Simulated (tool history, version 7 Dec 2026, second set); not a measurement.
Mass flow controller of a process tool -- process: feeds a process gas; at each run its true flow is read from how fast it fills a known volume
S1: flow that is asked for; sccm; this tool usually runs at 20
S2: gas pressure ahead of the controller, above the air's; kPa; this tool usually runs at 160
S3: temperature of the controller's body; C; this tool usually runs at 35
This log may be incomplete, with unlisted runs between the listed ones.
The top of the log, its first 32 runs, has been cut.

run 33 hour=3253.4 | S1=43 S2=162 S3=30 | true_flow_(%)=99.93
run 34 hour=3383.9 | S1=20 S2=220 S3=32 | true_flow_(%)=98.94
run 35 hour=3504.0 | S1=20 S2=220 S3=29 | true_flow_(%)=98.49
run 36 hour=3606.0 | S1=20 S2=220 S3=29 | true_flow_(%)=98.43
run 37 hour=3738.8 | S1=36 S2=193 S3=29 | true_flow_(%)=99.06
run 38 hour=3863.0 | S1=11 S2=175 S3=25 | true_flow_(%)=98.05
-- hour=3939.4 gauge calibrated
run 39 hour=3965.3 | S1=18 S2=168 S3=38 | true_flow_(%)=100.40
run 40 hour=4032.2 | S1=23 S2=157 S3=38 | true_flow_(%)=100.72
run 41 hour=4176.9 | S1=23 S2=157 S3=38 | true_flow_(%)=100.55
run 42 hour=4285.3 | S1=11 S2=151 S3=35 | true_flow_(%)=99.82
run 43 hour=4388.6 | S1=9 S2=156 S3=36 | true_flow_(%)=99.96
run 44 hour=4468.0 | S1=20 S2=160 S3=28 | true_flow_(%)=99.39
run 45 hour=4573.7 | S1=6 S2=160 S3=31 | true_flow_(%)=99.22

Each row is a separate what-if for the run after 45, all from the same tool condition, not one after another. Results?
run A hour=4660.1 | S1=20 S2=160 S3=24 | true_flow_(%)=?
run B hour=4660.1 | S1=43 S2=183 S3=31 | true_flow_(%)=?
run C hour=4660.1 | S1=7 S2=160 S3=24 | true_flow_(%)=?
run D hour=4660.1 | S1=12 S2=183 S3=35 | true_flow_(%)=?

run=A true_flow_(%)=98.99
run=B true_flow_(%)=100.19
run=C true_flow_(%)=98.37
run=D true_flow_(%)=99.63
Stripped of hidden state, with their random variation kept, the same runs would have yielded:
run=A true_flow_(%)=99.33
run=B true_flow_(%)=100.53
run=C true_flow_(%)=98.72
run=D true_flow_(%)=99.98
